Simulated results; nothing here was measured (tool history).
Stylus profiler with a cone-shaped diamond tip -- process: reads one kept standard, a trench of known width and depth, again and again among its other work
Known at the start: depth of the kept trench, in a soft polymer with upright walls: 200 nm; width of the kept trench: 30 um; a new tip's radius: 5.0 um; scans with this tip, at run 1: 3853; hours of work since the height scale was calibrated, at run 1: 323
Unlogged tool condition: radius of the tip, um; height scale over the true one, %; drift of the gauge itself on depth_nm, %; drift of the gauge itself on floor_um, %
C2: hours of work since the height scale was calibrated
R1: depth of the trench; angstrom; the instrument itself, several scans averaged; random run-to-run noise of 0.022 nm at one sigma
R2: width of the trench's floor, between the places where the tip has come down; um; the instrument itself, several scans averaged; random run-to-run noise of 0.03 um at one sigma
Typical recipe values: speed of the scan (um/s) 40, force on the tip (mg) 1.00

{"run": 1, "hour": 0.0, "speed of the scan (um/s)": 40, "force on the tip (mg)": 1.0, "scans with this tip": 3853, "C2": 323, "R1": 2010.7, "R2": 26.41}
{"run": 2, "hour": 12.1, "speed of the scan (um/s)": 40, "force on the tip (mg)": 1.0, "scans with this tip": 3913, "C2": 328, "R1": 2010.5, "R2": 26.43}
{"run": 3, "hour": 30.9, "speed of the scan (um/s)": 40, "force on the tip (mg)": 1.0, "scans with this tip": 4006, "C2": 336, "R1": 2010.2, "R2": 26.39}
{"run": 4, "hour": 57.4, "speed of the scan (um/s)": 40, "force on the tip (mg)": 1.0, "scans with this tip": 4136, "C2": 347, "R1": 2010.1, "R2": 26.35}
{"run": 5, "hour": 76.1, "speed of the scan (um/s)": 40, "force on the tip (mg)": 1.0, "scans with this tip": 4229, "C2": 354, "R1": 2009.9, "R2": 26.37}
{"run": 6, "hour": 95.1, "speed of the scan (um/s)": 40, "force on the tip (mg)": 1.0, "scans with this tip": 4322, "C2": 362, "R1": 2010.1, "R2": 26.3}
{"run": 7, "hour": 114.0, "speed of the scan (um/s)": 40, "force on the tip (mg)": 1.0, "scans with this tip": 4415, "C2": 370, "R1": 2010.4, "R2": 26.31}
{"run": 8, "hour": 129.5, "speed of the scan (um/s)": 40, "force on the tip (mg)": 1.0, "scans with this tip": 4491, "C2": 376, "R1": 2010.5, "R2": 26.34}
{"run": 9, "hour": 153.8, "speed of the scan (um/s)": 40, "force on the tip (mg)": 0.68, "scans with this tip": 4611, "C2": 386, "R1": 2007.5, "R2": 26.27}
{"run": 10, "hour": 182.7, "speed of the scan (um/s)": 40, "force on the tip (mg)": 1.0, "scans with this tip": 4753, "C2": 398, "R1": 2009.8, "R2": 26.29}
{"run": 11, "hour": 209.4, "speed of the scan (um/s)": 40, "force on the tip (mg)": 1.0, "scans with this tip": 4885, "C2": 409, "R1": 2010.0, "R2": 26.22}
{"run": 12, "hour": 222.3, "speed of the scan (um/s)": 40, "force on the tip (mg)": 1.0, "scans with this tip": 4949, "C2": 415, "R1": 2010.4, "R2": 26.32}
{"run": 13, "hour": 234.7, "speed of the scan (um/s)": 40, "force on the tip (mg)": 1.0, "scans with this tip": 5010, "C2": 420, "R1": 2009.9, "R2": 26.21}
{"run": 14, "hour": 261.9, "speed of the scan (um/s)": 40, "force on the tip (mg)": 1.0, "scans with this tip": 5144, "C2": 431, "R1": 2009.9, "R2": 26.2}
{"run": 15, "hour": 284.5, "speed of the scan (um/s)": 40, "force on the tip (mg)": 0.79, "scans with this tip": 5255, "C2": 440, "R1": 2008.2, "R2": 26.17}
{"run": 16, "hour": 302.5, "speed of the scan (um/s)": 131, "force on the tip (mg)": 1.0, "scans with this tip": 5344, "C2": 448, "R1": 2009.9, "R2": 25.66}
{"run": 17, "hour": 328.0, "speed of the scan (um/s)": 131, "force on the tip (mg)": 0.66, "scans with this tip": 5470, "C2": 458, "R1": 2006.7, "R2": 25.37}
{"run": 18, "hour": 354.9, "speed of the scan (um/s)": 131, "force on the tip (mg)": 0.66, "scans with this tip": 5602, "C2": 469, "R1": 2007.0, "R2": 25.4}
{"run": 19, "hour": 370.8, "speed of the scan (um/s)": 131, "force on the tip (mg)": 0.66, "scans with this tip": 5680, "C2": 476, "R1": 2006.6, "R2": 25.36}
{"run": 20, "hour": 387.5, "speed of the scan (um/s)": 131, "force on the tip (mg)": 0.66, "scans with this tip": 5763, "C2": 483, "R1": 2007.0, "R2": 25.37}
{"run": 21, "hour": 413.3, "speed of the scan (um/s)": 131, "force on the tip (mg)": 0.66, "scans with this tip": 5890, "C2": 494, "R1": 2006.9, "R2": 25.36}
{"run": 22, "hour": 435.0, "speed of the scan (um/s)": 39, "force on the tip (mg)": 2.82, "scans with this tip": 5997, "C2": 503, "R1": 2021.0, "R2": 26.23}
{"run": 23, "hour": 447.0, "speed of the scan (um/s)": 26, "force on the tip (mg)": 0.74, "scans with this tip": 6056, "C2": 507, "R1": 2007.2, "R2": 26.18}
{"run": 24, "hour": 470.9, "speed of the scan (um/s)": 26, "force on the tip (mg)": 0.74, "scans with this tip": 6174, "C2": 517, "R1": 2007.4, "R2": 26.22}
{"run": 25, "hour": 491.4, "speed of the scan (um/s)": 22, "force on the tip (mg)": 0.7, "scans with this tip": 6275, "C2": 526, "R1": 2007.1, "R2": 26.13}
{"run": 26, "hour": 519.9, "speed of the scan (um/s)": 10, "force on the tip (mg)": 1.47, "scans with this tip": 6415, "C2": 538, "R1": 2012.8, "R2": 26.28}
{"run": 27, "hour": 532.3, "speed of the scan (um/s)": 10, "force on the tip (mg)": 1.47, "scans with this tip": 6476, "C2": 543, "R1": 2013.4, "R2": 26.35}
{"run": 28, "hour": 560.3, "speed of the scan (um/s)": 10, "force on the tip (mg)": 2.65, "scans with this tip": 6614, "C2": 554, "R1": 2020.0, "R2": 26.34}
{"run": 29, "hour": 579.3, "speed of the scan (um/s)": 32, "force on the tip (mg)": 0.48, "scans with this tip": 6708, "C2": 562, "R1": 2005.0, "R2": 26.0}
{"run": 30, "hour": 600.9, "speed of the scan (um/s)": 40, "force on the tip (mg)": 1.88, "scans with this tip": 6814, "C2": 571, "R1": 2015.4, "R2": 26.11}
{"run": 31, "hour": 615.3, "speed of the scan (um/s)": 91, "force on the tip (mg)": 0.81, "scans with this tip": 6885, "C2": 577, "R1": 2007.2, "R2": 25.62}
{"run": 32, "hour": 631.1, "speed of the scan (um/s)": 11, "force on the tip (mg)": 1.14, "scans with this tip": 6963, "C2": 584, "R1": 2010.3, "R2": 26.21}
{"run": 33, "hour": 656.7, "speed of the scan (um/s)": 16, "force on the tip (mg)": 0.47, "scans with this tip": 7089, "C2": 594, "R1": 2004.2, "R2": 26.13}
{"run": 34, "hour": 684.4, "speed of the scan (um/s)": 21, "force on the tip (mg)": 0.41, "scans with this tip": 7226, "C2": 605, "R1": 2003.8, "R2": 26.02}
{"run": 35, "hour": 697.7, "speed of the scan (um/s)": 28, "force on the tip (mg)": 1.05, "scans with this tip": 7291, "C2": 611, "R1": 2009.5, "R2": 26.09}
{"run": 36, "hour": 710.1, "speed of the scan (um/s)": 28, "force on the tip (mg)": 0.47, "scans with this tip": 7352, "C2": 616, "R1": 2004.2, "R2": 25.98}
{"run": 37, "hour": 728.7, "speed of the scan (um/s)": 11, "force on the tip (mg)": 1.55, "scans with this tip": 7444, "C2": 624, "R1": 2013.0, "R2": 26.11}
{"run": 38, "hour": 741.9, "speed of the scan (um/s)": 38, "force on the tip (mg)": 0.78, "scans with this tip": 7509, "C2": 629, "R1": 2007.1, "R2": 25.94}
{"run": 39, "hour": 754.2, "speed of the scan (um/s)": 16, "force on the tip (mg)": 0.6, "scans with this tip": 7570, "C2": 634, "R1": 2005.6, "R2": 26.08}
{"run": 40, "hour": 776.9, "speed of the scan (um/s)": 11, "force on the tip (mg)": 1.22, "scans with this tip": 7682, "C2": 644, "R1": 2010.3, "R2": 26.18}
{"run": 41, "hour": 789.0, "speed of the scan (um/s)": 151, "force on the tip (mg)": 1.0, "scans with this tip": 7741, "C2": 649, "R1": 2008.5, "R2": 25.22}

Below, some changes in R1 between adjacent runs. For each, the amount present without the hidden state too (settings, incoming material, random variation) and the amount remaining for the hidden state with gauge scatter not shared by both compared results:
Run 3 -> 4: nothing adjusted, nothing logged. R1 -0.1 angstrom: hidden state -0.1, all else +0.0.
Run 21 -> 22: speed of the scan (um/s) 131 -> 39, force on the tip (mg) 0.66 -> 2.82. R1 +14.1 angstrom: hidden state -0.2, all else +14.3.
Run 22 -> 23: speed of the scan (um/s) 39 -> 26, force on the tip (mg) 2.82 -> 0.74. R1 -13.8 angstrom: hidden state +0.0, all else -13.8.
Run 25 -> 26: speed of the scan (um/s) 22 -> 10, force on the tip (mg) 0.70 -> 1.47. R1 +5.7 angstrom: hidden state -0.2, all else +5.9.
Run 28 -> 29: speed of the scan (um/s) 10 -> 32, force on the tip (mg) 2.65 -> 0.48. R1 -15.0 angstrom: hidden state +0.0, all else -15.0.

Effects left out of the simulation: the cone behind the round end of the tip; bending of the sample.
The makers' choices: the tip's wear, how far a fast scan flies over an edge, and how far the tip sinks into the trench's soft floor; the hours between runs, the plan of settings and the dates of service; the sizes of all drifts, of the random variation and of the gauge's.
